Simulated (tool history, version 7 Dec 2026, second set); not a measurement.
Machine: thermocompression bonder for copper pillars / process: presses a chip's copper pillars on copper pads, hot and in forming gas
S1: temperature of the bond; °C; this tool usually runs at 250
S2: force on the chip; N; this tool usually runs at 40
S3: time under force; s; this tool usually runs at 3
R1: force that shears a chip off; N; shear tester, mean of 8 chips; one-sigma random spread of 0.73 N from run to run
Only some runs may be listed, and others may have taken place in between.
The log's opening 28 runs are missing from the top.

{"run": 29, "day": 44.154, "S1": 249, "S2": 52, "S3": 3, "R1": 68.6}
{"run": 30, "day": 45.992, "S1": 249, "S2": 52, "S3": 2, "R1": 58.0}
{"run": 31, "day": 47.512, "S1": 249, "S2": 52, "S3": 2, "R1": 59.3}
{"run": 32, "day": 48.567, "S1": 249, "S2": 49, "S3": 2, "R1": 55.2}
{"run": 33, "day": 50.4, "S1": 249, "S2": 49, "S3": 2, "R1": 57.3}
{"day": 50.679, "done": "forming gas filter changed"}
{"run": 34, "day": 51.883, "S1": 249, "S2": 49, "S3": 2, "R1": 57.1}
{"run": 35, "day": 53.679, "S1": 249, "S2": 49, "S3": 2, "R1": 56.3}
{"run": 36, "day": 55.5, "S1": 249, "S2": 49, "S3": 2, "R1": 56.9}
{"run": 37, "day": 57.738, "S1": 249, "S2": 49, "S3": 2, "R1": 56.1}
{"day": 58.571, "done": "forming gas filter changed"}
{"run": 38, "day": 58.954, "S1": 249, "S2": 49, "S3": 2, "R1": 56.5}
{"run": 39, "day": 60.558, "S1": 249, "S2": 49, "S3": 2, "R1": 55.7}
{"run": 40, "day": 61.954, "S1": 249, "S2": 25, "S3": 2, "R1": 24.6}

3 options for the next run, each taken on its own from the tool as it stands now. Forecast them:
{"run": "A", "day": 63.929, "S1": 243, "S2": 40, "S3": 3, "R1": "?"}
{"run": "B", "day": 63.929, "S1": 226, "S2": 34, "S3": 6, "R1": "?"}
{"run": "C", "day": 63.929, "S1": 249, "S2": 25, "S3": 2, "R1": "?"}

run=A R1=49.5
run=B R1=42.9
run=C R1=25.6
Had the tool no hidden state, the same runs would have come out as:
run=A R1=48.7
run=B R1=42.1
run=C R1=25.1
